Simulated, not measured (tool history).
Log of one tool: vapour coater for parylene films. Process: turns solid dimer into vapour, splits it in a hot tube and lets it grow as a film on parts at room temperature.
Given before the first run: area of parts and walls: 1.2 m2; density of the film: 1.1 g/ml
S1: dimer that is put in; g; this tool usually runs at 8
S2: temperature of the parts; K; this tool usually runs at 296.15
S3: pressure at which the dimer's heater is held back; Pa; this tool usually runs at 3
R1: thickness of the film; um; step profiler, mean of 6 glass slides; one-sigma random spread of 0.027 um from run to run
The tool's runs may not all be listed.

Run 1, hour 0: usual settings. Result: R1 3.55 um.
Run 2, hour 32.7: usual settings but S1 14 g. Result: R1 6.32 um.
Run 3, hour 50.4: usual settings but S1 4 g. Result: R1 1.81 um.
Run 4, hour 69.4: usual settings but S1 14 g. Result: R1 6.23 um.
At hour 110.7: trap's valve overhauled.
Run 5, hour 114.4: usual settings but S1 14 g. Result: R1 6.32 um.
Run 6, hour 134.1: usual settings but S1 14 g. Result: R1 6.35 um.
Run 7, hour 167.2: usual settings but S1 14 g. Result: R1 6.21 um.
Run 8, hour 204.2: usual settings but S1 14 g. Result: R1 6.27 um.
Run 9, hour 228.8: usual settings but S3 10.3 Pa. Result: R1 3.27 um.
Run 10, hour 261.6: usual settings but S1 3 g, S2 292.15 K, S3 3.01 Pa. Result: R1 1.49 um.
Run 11, hour 301.6: usual settings but S1 4 g, S2 293.15 K. Result: R1 1.96 um.
Run 12, hour 327: usual settings but S1 10 g, S2 290.15 K, S3 6.41 Pa. Result: R1 5 um.
Run 13, hour 347.2: usual settings but S1 10 g, S2 288.15 K, S3 2.6 Pa. Result: R1 5.66 um.
Run 14, hour 388.9: usual settings but S1 4 g, S3 3.17 Pa. Result: R1 1.82 um.
Run 15, hour 422: usual settings but S1 4 g, S3 3.17 Pa. Result: R1 1.76 um.
Run 16, hour 462.1: usual settings but S1 7 g, S2 288.15 K, S3 4.15 Pa. Result: R1 3.8 um.
Run 17, hour 489.9: usual settings but S1 13 g, S2 306.15 K, S3 8.7 Pa. Result: R1 4.13 um.

Below, some changes in R1 between adjacent runs. For each, the amount present without the hidden state too (settings, incoming material, random variation) and the amount remaining for the hidden state with gauge scatter not shared by both compared results:
What the log doesn't record here: vapour lost through the trap's worn valve, %; true temperature of the parts over the reading, C; drift of the gauge itself on film_um, %.
Run 2 -> 3: S1 14 -> 4. R1 -4.51 um: hidden state +0.01, all else -4.52.
Run 4 -> 5: trap's valve overhauled. R1 +0.09 um: hidden state +0.03, all else +0.06.
